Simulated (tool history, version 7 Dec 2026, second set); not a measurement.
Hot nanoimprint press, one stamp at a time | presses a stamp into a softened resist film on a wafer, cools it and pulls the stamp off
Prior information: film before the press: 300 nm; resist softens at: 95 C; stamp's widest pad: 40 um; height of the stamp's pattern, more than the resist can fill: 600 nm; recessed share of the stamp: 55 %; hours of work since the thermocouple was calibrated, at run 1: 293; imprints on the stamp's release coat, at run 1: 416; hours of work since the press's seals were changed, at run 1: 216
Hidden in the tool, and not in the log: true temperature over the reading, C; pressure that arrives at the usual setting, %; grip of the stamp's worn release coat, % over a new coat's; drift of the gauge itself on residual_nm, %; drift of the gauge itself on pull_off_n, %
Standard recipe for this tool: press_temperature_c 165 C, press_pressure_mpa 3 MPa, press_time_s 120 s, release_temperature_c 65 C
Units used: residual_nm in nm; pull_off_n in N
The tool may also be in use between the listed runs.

run	hour	press_temperature_c	press_pressure_mpa	press_time_s	release_temperature_c	hours of work since the thermocouple was calibrated	imprints on the stamp's release coat	hours of work since the press's seals were changed	residual_nm	pull_off_n
1	0	165	3	120	65	293	416	216	116.6	216
# hour 14.7: plate thermocouple calibrated
2	24	165	3	143	65	6	491	230	108.3	216
3	45.8	165	3	143	65	21	569	244	107.5	207
4	57.9	165	3	120	65	29	612	252	115.9	212
5	71.1	165	3	120	65	37	659	261	116.6	217
6	99.5	165	3	78	65	56	760	279	137.5	215
7	117	165	3	78	65	68	822	291	138.8	210
8	139.5	165	3	78	65	82	902	306	138.3	216
9	155.3	159	3.03	106	68	93	959	316	169	207
10	170.5	158	3.03	106	68	103	1013	326	177.9	198
11	198.7	158	3.03	106	68	121	1113	345	177.1	203
12	220.5	158	3.03	106	68	136	1191	359	176.9	205
13	234.8	174	2.92	180	58	145	1241	369	58.5	238
14	251.5	169	3.08	180	51	156	1301	380	75.1	271
15	272.8	165	4.14	90	69	170	1377	394	114.7	189
16	286.6	160	3	199	65	180	1426	403	128	214

What if the next run were any one of these 3? Each begins from the tool's condition after run 16:
A	315.1	176	3.41	120	65	198	1527	422	?	?
B	315.1	160	3	194	71	198	1527	422	?	?
C	315.1	160	3	199	57	198	1527	422	?	?

run	residual_nm	pull_off_n
A	58.4	211
B	127.8	188
C	127.4	242
Stripped of hidden state, with their random variation kept, the same runs would have yielded:
run	residual_nm	pull_off_n
A	58.4	208
B	127.7	185
C	127.3	239

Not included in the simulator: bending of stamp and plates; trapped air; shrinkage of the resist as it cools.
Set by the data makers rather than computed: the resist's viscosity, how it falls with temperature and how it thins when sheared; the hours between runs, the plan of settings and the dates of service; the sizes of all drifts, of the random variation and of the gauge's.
